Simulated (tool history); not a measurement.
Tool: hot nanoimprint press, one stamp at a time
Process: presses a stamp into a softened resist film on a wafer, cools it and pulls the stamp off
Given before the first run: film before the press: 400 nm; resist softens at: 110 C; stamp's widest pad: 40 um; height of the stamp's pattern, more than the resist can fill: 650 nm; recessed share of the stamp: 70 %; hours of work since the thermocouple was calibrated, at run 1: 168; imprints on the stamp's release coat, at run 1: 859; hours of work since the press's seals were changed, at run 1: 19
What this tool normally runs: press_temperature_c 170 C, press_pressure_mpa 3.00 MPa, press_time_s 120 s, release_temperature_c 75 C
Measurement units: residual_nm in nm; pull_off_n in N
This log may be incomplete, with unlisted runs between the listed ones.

| run | hour | press_temperature_c | press_pressure_mpa | press_time_s | release_temperature_c | hours of work since the thermocouple was calibrated | imprints on the stamp's release coat | hours of work since the press's seals were changed | residual_nm | pull_off_n |
|---|---|---|---|---|---|---|---|---|---|---|
| 1 | 0.0 | 170 | 3.00 | 120 | 75 | 168 | 859 | 19 | 205.3 | 204 |
| 2 | 9.1 | 170 | 3.00 | 120 | 75 | 173 | 878 | 24 | 209.7 | 203 |
| 3 | 15.1 | 170 | 3.00 | 152 | 75 | 177 | 891 | 27 | 188.9 | 203 |
| 4 | 21.0 | 170 | 3.00 | 152 | 75 | 180 | 903 | 30 | 192.7 | 205 |
| 5 | 29.1 | 170 | 3.00 | 152 | 75 | 184 | 921 | 35 | 190.9 | 203 |
| 6 | 38.1 | 170 | 3.00 | 152 | 75 | 189 | 940 | 40 | 190.8 | 201 |
| 7 | 43.8 | 170 | 3.00 | 120 | 75 | 192 | 952 | 43 | 206.2 | 206 |
| 8 | 50.9 | 170 | 3.00 | 120 | 75 | 196 | 967 | 47 | 208.8 | 200 |
|  | 64.9 | stamp cleaned and given a new release coat |
| 9 | 67.5 | 170 | 3.00 | 120 | 73 | 202 | 5 | 52 | 206.8 | 211 |
| 10 | 72.3 | 170 | 3.00 | 120 | 73 | 204 | 16 | 55 | 206.3 | 206 |
| 11 | 80.8 | 170 | 2.23 | 120 | 75 | 209 | 33 | 60 | 230.5 | 201 |
| 12 | 91.7 | 170 | 3.00 | 120 | 74 | 215 | 56 | 66 | 207.9 | 202 |
| 13 | 97.9 | 170 | 3.00 | 120 | 74 | 218 | 70 | 69 | 204.8 | 204 |
| 14 | 104.5 | 170 | 3.00 | 120 | 74 | 222 | 84 | 72 | 209.1 | 206 |
| 15 | 111.2 | 170 | 3.00 | 120 | 74 | 226 | 98 | 76 | 209.6 | 200 |
| 16 | 119.5 | 170 | 3.00 | 120 | 62 | 230 | 116 | 81 | 207.5 | 246 |
| 17 | 129.0 | 172 | 4.16 | 120 | 75 | 235 | 136 | 86 | 163.6 | 201 |
| 18 | 135.9 | 172 | 4.16 | 120 | 75 | 239 | 150 | 90 | 163.5 | 194 |
| 19 | 143.9 | 164 | 4.51 | 120 | 74 | 243 | 167 | 94 | 236.9 | 207 |
| 20 | 149.5 | 168 | 4.51 | 120 | 74 | 246 | 179 | 97 | 195.7 | 202 |
| 21 | 154.6 | 166 | 4.51 | 120 | 72 | 249 | 190 | 100 | 216.7 | 218 |
| 22 | 161.0 | 166 | 4.51 | 120 | 72 | 253 | 203 | 103 | 217.4 | 214 |
| 23 | 166.8 | 181 | 3.31 | 121 | 80 | 256 | 216 | 106 | 113.4 | 176 |
| 24 | 176.4 | 181 | 3.31 | 121 | 80 | 261 | 236 | 112 | 112.9 | 185 |
|  | 182.2 | plate thermocouple calibrated |
| 25 | 187.3 | 170 | 3.00 | 120 | 80 | 3 | 253 | 116 | 210.2 | 186 |
| 26 | 197.1 | 170 | 2.80 | 106 | 75 | 8 | 274 | 121 | 221.9 | 197 |
| 27 | 203.5 | 170 | 2.80 | 106 | 75 | 12 | 287 | 125 | 220.4 | 200 |
| 28 | 209.4 | 170 | 1.85 | 120 | 75 | 15 | 300 | 128 | 247.4 | 196 |
| 29 | 214.4 | 170 | 3.00 | 163 | 63 | 17 | 310 | 131 | 187.7 | 243 |
| 30 | 221.5 | 170 | 3.00 | 163 | 63 | 21 | 325 | 134 | 186.4 | 236 |
| 31 | 227.1 | 172 | 3.00 | 140 | 78 | 24 | 337 | 137 | 176.4 | 188 |

3 ways to go on from here, each from the tool as it stands after run 31. What would each give?
| A | 237.3 | 170 | 3.00 | 226 | 63 | 30 | 359 | 143 | ? | ? |
| B | 237.3 | 170 | 2.16 | 225 | 75 | 30 | 359 | 143 | ? | ? |
| C | 237.3 | 172 | 3.00 | 140 | 81 | 30 | 359 | 143 | ? | ? |

| run | residual_nm | pull_off_n |
|---|---|---|
| A | 164.1 | 247 |
| B | 187.1 | 203 |
| C | 176.6 | 178 |
Take away the tool's hidden state, keep each run's random variation, and the runs would have read:
| run | residual_nm | pull_off_n |
|---|---|---|
| A | 164.1 | 247 |
| B | 187.1 | 203 |
| C | 176.6 | 178 |
